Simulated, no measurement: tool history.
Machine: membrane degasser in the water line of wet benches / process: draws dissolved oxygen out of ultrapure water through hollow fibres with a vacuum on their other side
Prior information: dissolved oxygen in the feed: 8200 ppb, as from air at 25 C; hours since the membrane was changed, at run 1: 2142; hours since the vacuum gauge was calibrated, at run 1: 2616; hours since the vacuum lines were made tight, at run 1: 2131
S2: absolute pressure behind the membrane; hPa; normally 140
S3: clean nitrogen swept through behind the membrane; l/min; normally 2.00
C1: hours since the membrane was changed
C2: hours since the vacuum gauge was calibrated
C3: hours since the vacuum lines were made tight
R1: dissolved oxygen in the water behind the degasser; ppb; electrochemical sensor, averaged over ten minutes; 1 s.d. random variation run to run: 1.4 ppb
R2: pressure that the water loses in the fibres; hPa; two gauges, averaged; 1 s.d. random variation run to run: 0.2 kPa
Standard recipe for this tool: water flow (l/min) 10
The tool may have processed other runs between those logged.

Run 1, hour 0.0: usual settings; C1 2142; C2 2616; C3 2131. Result: R1 149.7 ppb, R2 476.7 hPa.
Run 2, hour 60.9: usual settings; C1 2203; C2 2677; C3 2192. Result: R1 149.3 ppb, R2 474.9 hPa.
Run 3, hour 131.4: usual settings; C1 2273; C2 2748; C3 2262. Result: R1 148.8 ppb, R2 479.2 hPa.
Run 4, hour 190.2: usual settings; C1 2332; C2 2807; C3 2321. Result: R1 149.5 ppb, R2 479.7 hPa.
Run 5, hour 286.8: usual settings; C1 2429; C2 2903; C3 2417. Result: R1 151.5 ppb, R2 477.2 hPa.
Run 6, hour 365.9: usual settings; C1 2508; C2 2982; C3 2497. Result: R1 150.7 ppb, R2 480.7 hPa.
Run 7, hour 446.2: usual settings but water flow (l/min) 7; C1 2588; C2 3063; C3 2577. Result: R1 101.4 ppb, R2 335.8 hPa.
Run 8, hour 521.6: usual settings but water flow (l/min) 7; C1 2663; C2 3138; C3 2652. Result: R1 100.6 ppb, R2 332.6 hPa.
Run 9, hour 590.5: usual settings but water flow (l/min) 7, S2 214 hPa; C1 2732; C2 3207; C3 2721. Result: R1 163.8 ppb, R2 332.7 hPa.
Run 10, hour 674.4: usual settings; C1 2816; C2 3291; C3 2805. Result: R1 148.0 ppb, R2 477.2 hPa.
At hour 681.5: vacuum gauge calibrated.
Run 11, hour 763.7: usual settings; C1 2905; C2 82; C3 2894. Result: R1 148.6 ppb, R2 483.4 hPa.
Run 12, hour 814.3: usual settings; C1 2956; C2 133; C3 2944. Result: R1 149.3 ppb, R2 483.3 hPa.
Run 13, hour 889.3: usual settings but S2 94 hPa, S3 5.85 l/min; C1 3031; C2 208; C3 3019. Result: R1 42.0 ppb, R2 478.5 hPa.
Run 14, hour 962.1: usual settings but water flow (l/min) 6; C1 3103; C2 281; C3 3092. Result: R1 84.6 ppb, R2 289.0 hPa.
Run 15, hour 1059.8: usual settings but water flow (l/min) 7, S2 108 hPa, S3 0.92 l/min; C1 3201; C2 378; C3 3190. Result: R1 151.3 ppb, R2 341.1 hPa.
Run 16, hour 1156.5: usual settings but S2 252 hPa, S3 2.08 l/min; C1 3298; C2 475; C3 3287. Result: R1 275.9 ppb, R2 484.4 hPa.
Run 17, hour 1246.5: usual settings but water flow (l/min) 6, S2 133 hPa, S3 3.76 l/min; C1 3388; C2 565; C3 3377. Result: R1 44.0 ppb, R2 296.0 hPa.
Run 18, hour 1311.8: usual settings but water flow (l/min) 11, S2 337 hPa, S3 0.85 l/min; C1 3453; C2 630; C3 3442. Result: R1 869.1 ppb, R2 529.7 hPa.
Run 19, hour 1418.0: usual settings but water flow (l/min) 11, S2 104 hPa, S3 1.15 l/min; C1 3559; C2 736; C3 3548. Result: R1 189.7 ppb, R2 533.8 hPa.
Run 20, hour 1472.0: usual settings but water flow (l/min) 13, S2 85 hPa; C1 3613; C2 790; C3 3602. Result: R1 130.9 ppb, R2 634.2 hPa.
Run 21, hour 1558.4: usual settings but water flow (l/min) 9, S2 85 hPa, S3 1.44 l/min; C1 3700; C2 877; C3 3689. Result: R1 92.9 ppb, R2 440.4 hPa.
Run 22, hour 1625.7: usual settings but water flow (l/min) 15, S2 276 hPa, S3 3.69 l/min; C1 3767; C2 944; C3 3756. Result: R1 319.2 ppb, R2 728.2 hPa.
Run 23, hour 1742.5: usual settings but water flow (l/min) 15, S2 276 hPa, S3 3.69 l/min; C1 3884; C2 1061; C3 3873. Result: R1 312.8 ppb, R2 731.9 hPa.
Run 24, hour 1801.0: usual settings but water flow (l/min) 12, S2 344 hPa, S3 0.99 l/min; C1 3942; C2 1119; C3 3931. Result: R1 857.6 ppb, R2 580.7 hPa.

Consider 4 possible next runs. They are alternatives, not a sequence: every one starts from the tool as it was left by run 24. What does each give?
Run A, hour 1915.2: usual settings but water flow (l/min) 9, S2 344 hPa, S3 5.42 l/min; C1 4056; C2 1234; C3 4045. Result: R1 ?, R2 ?.
Run B, hour 1915.2: usual settings but S2 177 hPa, S3 1.83 l/min; C1 4056; C2 1234; C3 4045. Result: R1 ?, R2 ?.
Run C, hour 1915.2: usual settings but water flow (l/min) 12, S2 251 hPa, S3 2.97 l/min; C1 4056; C2 1234; C3 4045. Result: R1 ?, R2 ?.
Run D, hour 1915.2: usual settings but water flow (l/min) 12, S2 207 hPa; C1 4056; C2 1234; C3 4045. Result: R1 ?, R2 ?.

run     R1     R2
  A  143.9  440.0
  B  219.2  490.9
  C  258.4  587.7
  D  286.4  586.4
Take away the tool's hidden state, keep each run's random variation, and the runs would have read:
run     R1     R2
  A  133.1  416.6
  B  204.4  464.7
  C  240.0  556.3
  D  267.4  555.2
